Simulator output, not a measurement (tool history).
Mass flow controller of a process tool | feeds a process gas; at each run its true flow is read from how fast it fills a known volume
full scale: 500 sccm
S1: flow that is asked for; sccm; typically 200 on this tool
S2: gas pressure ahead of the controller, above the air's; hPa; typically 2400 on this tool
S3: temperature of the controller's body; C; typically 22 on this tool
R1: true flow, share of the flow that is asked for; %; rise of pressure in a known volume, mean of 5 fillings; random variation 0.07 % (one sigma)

Run 1, hour 0: usual settings. Result: R1 98.33 %.
Run 2, hour 366: usual settings but S2 2730 hPa. Result: R1 98.11 %.
Run 3, hour 665.6: usual settings but S2 2730 hPa. Result: R1 98.1 %.
Run 4, hour 970.9: usual settings but S2 2730 hPa. Result: R1 97.99 %.
Run 5, hour 1210.4: usual settings. Result: R1 97.86 %.
Run 6, hour 1452.1: usual settings. Result: R1 97.71 %.
Run 7, hour 1746.1: usual settings. Result: R1 97.72 %.
Run 8, hour 1929.3: usual settings. Result: R1 97.65 %.
At hour 1966: controller's zero set anew.
Run 9, hour 2190.3: usual settings. Result: R1 97.54 %.
Run 10, hour 2451.8: usual settings but S1 103 sccm. Result: R1 95.94 %.
Run 11, hour 2658.9: usual settings but S1 222 sccm, S3 30 C. Result: R1 97.08 %.
Run 12, hour 3070.8: usual settings but S1 222 sccm, S3 23 C. Result: R1 97.41 %.
At hour 3143.5: controller's zero set anew, once more.
Run 13, hour 3328.9: usual settings but S1 222 sccm, S2 1530 hPa, S3 23 C. Result: R1 98.6 %.
Run 14, hour 3677.9: usual settings but S2 2690 hPa, S3 28 C. Result: R1 97.78 %.

What does the tool deliver on the next run?
Run 15, hour 3889.4: usual settings but S1 345 sccm, S2 2010 hPa, S3 37 C. Result: R1 ?.

R1: 98.23 %
With no hidden state in the tool, this same run would have given R1 98.84 %.

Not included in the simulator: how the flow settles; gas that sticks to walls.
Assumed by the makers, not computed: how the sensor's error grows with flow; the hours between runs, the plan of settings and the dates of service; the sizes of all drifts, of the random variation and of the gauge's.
